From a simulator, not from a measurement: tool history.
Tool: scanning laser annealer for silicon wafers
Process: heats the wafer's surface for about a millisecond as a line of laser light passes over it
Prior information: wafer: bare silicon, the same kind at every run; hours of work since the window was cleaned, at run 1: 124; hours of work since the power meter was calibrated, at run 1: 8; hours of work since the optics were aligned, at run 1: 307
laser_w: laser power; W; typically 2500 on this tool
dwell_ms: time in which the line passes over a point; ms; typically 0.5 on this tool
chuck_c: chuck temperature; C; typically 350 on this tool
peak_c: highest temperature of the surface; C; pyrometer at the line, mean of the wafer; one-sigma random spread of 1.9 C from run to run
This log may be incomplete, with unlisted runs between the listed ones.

run,day,laser_w,dwell_ms,chuck_c,hours of work since the window was cleaned,hours of work since the power meter was calibrated,hours of work since the optics were aligned,peak_c
1,0,2500,0.5,350,124,8,307,1106
2,0.671,2500,0.5,350,134,17,317,1104
3,1.221,2500,0.406,350,142,25,325,1026
4,1.621,2500,0.406,350,148,31,331,1026
5,2.062,2500,0.406,350,154,38,338,1030
6,2.704,2500,0.406,350,164,47,347,1025
7,3.242,2500,0.5,350,171,55,355,1102
8,3.812,2500,0.5,350,180,63,363,1100
9,4.267,2500,0.5,350,186,70,370,1100
10,5.021,2170,0.514,332,197,81,381,973
11,5.471,2500,0.42,350,204,87,387,1037
12,6.104,2326,0.354,331,213,97,396,910
13,6.75,2535,0.446,345,223,106,406,1063
14,7.146,2535,0.446,345,228,112,412,1061
15,7.654,2535,0.446,345,236,119,419,1061
16,8.475,2535,0.446,345,248,131,431,1060

3 ways to go on from here, each from the tool as it stands after run 16. What would each give?
A,8.904,2500,0.5,326,254,137,437,?
B,8.904,2503,0.446,354,254,137,437,?
C,8.904,2678,0.619,345,254,137,437,?

run,peak_c
A,1068
B,1060
C,1247
With no hidden state in the tool, these same runs would have given:
run,peak_c
A,1094
B,1084
C,1278
